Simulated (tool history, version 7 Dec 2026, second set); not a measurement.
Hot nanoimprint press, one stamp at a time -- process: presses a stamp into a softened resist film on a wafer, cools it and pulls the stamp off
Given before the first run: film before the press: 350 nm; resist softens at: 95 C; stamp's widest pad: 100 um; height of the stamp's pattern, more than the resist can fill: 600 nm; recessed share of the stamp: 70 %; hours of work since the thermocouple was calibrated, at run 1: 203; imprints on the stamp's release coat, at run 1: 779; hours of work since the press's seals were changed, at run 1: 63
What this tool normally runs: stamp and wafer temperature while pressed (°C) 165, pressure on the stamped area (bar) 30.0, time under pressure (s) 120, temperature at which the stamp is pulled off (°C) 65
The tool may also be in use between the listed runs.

run   hour  stamp and wafer temperature while pressed (°C)  pressure on the stamped area (bar)  time under pressure (s)  temperature at which the stamp is pulled off (°C)  hours of work since the thermocouple was calibrated  imprints on the stamp's release coat  hours of work since the press's seals were changed  resist left under the stamp's widest pad (Å)  greatest force while the stamp is pulled off (N)
  1    0.0                                             165                                30.0                      120                                                 65                                                  203                                   779                                                  63                                          1911                                               227
  2    9.2                                             165                                38.9                      120                                                 65                                                  207                                   793                                                  67                                          1675                                               231
  3   19.0                                             165                                38.9                      120                                                 65                                                  211                                   808                                                  71                                          1681                                               229
  4   27.3                                             165                                38.9                      120                                                 65                                                  214                                   820                                                  74                                          1675                                               236
  5   31.4                                             165                                30.0                      120                                                 65                                                  216                                   826                                                  76                                          1900                                               236
  6   40.0                                             165                                30.0                      128                                                 65                                                  219                                   839                                                  79                                          1867                                               232
  7   44.1                                             165                                30.0                      128                                                 65                                                  221                                   845                                                  81                                          1874                                               237
  8   51.8                                             165                                30.0                      128                                                 65                                                  224                                   856                                                  84                                          1869                                               228
  9   60.6                                             165                                30.0                      157                                                 65                                                  228                                   869                                                  88                                          1738                                               229
 10   68.7                                             165                                30.0                      157                                                 65                                                  231                                   881                                                  91                                          1740                                               243
 11   72.8                                             174                                21.7                      142                                                 55                                                  233                                   887                                                  93                                          1494                                               270
 12   80.4                                             172                                47.3                      160                                                 55                                                  236                                   899                                                  96                                          1015                                               275
 13   85.3                                             172                                47.3                      160                                                 55                                                  238                                   906                                                  98                                          1026                                               276
 14   93.0                                             157                                30.0                      120                                                 56                                                  241                                   917                                                 101                                          2553                                               273
 15   99.3                                             157                                30.0                      120                                                 56                                                  243                                   927                                                 103                                          2532                                               266
 16  107.4                                             169                                24.4                      120                                                 72                                                  247                                   939                                                 107                                          1803                                               211
 17  115.9                                             165                                22.3                      120                                                 65                                                  250                                   951                                                 110                                          2168                                               248
 18  123.7                                             164                                40.8                       72                                                 62                                                  253                                   963                                                 113                                          2020                                               242
 19  131.1                                             164                                40.8                       72                                                 62                                                  256                                   974                                                 116                                          2030                                               251
 20  139.7                                             165                                30.0                      120                                                 67                                                  260                                   987                                                 120                                          1916                                               244

Measured less the same run without the tool's hidden state. The same run-to-run variation is in both; the gauge's scatter may not be:
The tool's hidden condition here consists of: true temperature over the reading, C; pressure that arrives at the usual setting, %; grip of the stamp's worn release coat, % over a new coat's; drift of the gauge itself on residual_nm, %; drift of the gauge itself on pull_off_n, %.
run  resist left under the stamp's widest pad (Å)  greatest force while the stamp is pulled off (N)
  1                                           +57                                               +56
  2                                           +55                                               +58
  3                                           +57                                               +59
  4                                           +58                                               +62
  5                                           +61                                               +61
  6                                           +62                                               +61
  7                                           +63                                               +63
  8                                           +63                                               +61
  9                                           +62                                               +63
 10                                           +64                                               +67
 11                                           +51                                               +74
 12                                           +41                                               +76
 13                                           +42                                               +78
 14                                           +76                                               +77
 15                                           +76                                               +76
 16                                           +66                                               +61
 17                                           +74                                               +73
 18                                           +78                                               +71
 19                                           +79                                               +75
 20                                           +76                                               +73
